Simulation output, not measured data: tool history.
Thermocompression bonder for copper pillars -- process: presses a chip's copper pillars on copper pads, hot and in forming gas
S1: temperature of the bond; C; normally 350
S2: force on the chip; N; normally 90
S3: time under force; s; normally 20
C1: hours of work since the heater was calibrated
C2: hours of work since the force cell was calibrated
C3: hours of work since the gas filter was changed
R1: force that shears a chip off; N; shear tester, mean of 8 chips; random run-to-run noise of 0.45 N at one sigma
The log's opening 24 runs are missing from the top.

{"run": 25, "hour": 522.1, "S1": 350, "S2": 72, "S3": 20, "C1": 14, "C2": 574, "C3": 192, "R1": 35.7}
{"run": 26, "hour": 535.5, "S1": 372, "S2": 55, "S3": 12, "C1": 22, "C2": 582, "C3": 201, "R1": 30.0}
{"run": 27, "hour": 550.7, "S1": 377, "S2": 62, "S3": 11, "C1": 32, "C2": 592, "C3": 210, "R1": 33.3}
{"hour": 559.5, "done": "forming gas filter changed"}
{"run": 28, "hour": 568.7, "S1": 348, "S2": 83, "S3": 16, "C1": 43, "C2": 603, "C3": 6, "R1": 36.8}
{"run": 29, "hour": 582.4, "S1": 320, "S2": 57, "S3": 20, "C1": 52, "C2": 612, "C3": 15, "R1": 19.5}
{"run": 30, "hour": 609.8, "S1": 320, "S2": 57, "S3": 20, "C1": 69, "C2": 630, "C3": 32, "R1": 19.9}
{"run": 31, "hour": 633.4, "S1": 320, "S2": 57, "S3": 20, "C1": 84, "C2": 645, "C3": 47, "R1": 20.1}
{"run": 32, "hour": 647.0, "S1": 350, "S2": 128, "S3": 20, "C1": 93, "C2": 653, "C3": 56, "R1": 58.2}
{"run": 33, "hour": 675.0, "S1": 371, "S2": 90, "S3": 14, "C1": 111, "C2": 671, "C3": 74, "R1": 48.9}
{"run": 34, "hour": 688.1, "S1": 371, "S2": 90, "S3": 14, "C1": 119, "C2": 680, "C3": 82, "R1": 48.5}
{"run": 35, "hour": 704.5, "S1": 371, "S2": 119, "S3": 38, "C1": 130, "C2": 690, "C3": 93, "R1": 79.2}
{"run": 36, "hour": 733.8, "S1": 371, "S2": 119, "S3": 38, "C1": 148, "C2": 709, "C3": 111, "R1": 78.2}

What if the next run were any one of these 3? Each begins from the tool's condition after run 36:
{"run": "A", "hour": 765.1, "S1": 335, "S2": 81, "S3": 20, "C1": 168, "C2": 729, "C3": 131, "R1": "?"}
{"run": "B", "hour": 765.1, "S1": 380, "S2": 95, "S3": 34, "C1": 168, "C2": 729, "C3": 131, "R1": "?"}
{"run": "C", "hour": 765.1, "S1": 371, "S2": 60, "S3": 38, "C1": 168, "C2": 729, "C3": 131, "R1": "?"}

run=A R1=33.0
run=B R1=71.8
run=C R1=50.1
The same runs, with their run-to-run variation unchanged, on a tool lacking any hidden condition would have given:
run=A R1=32.9
run=B R1=71.9
run=C R1=50.0
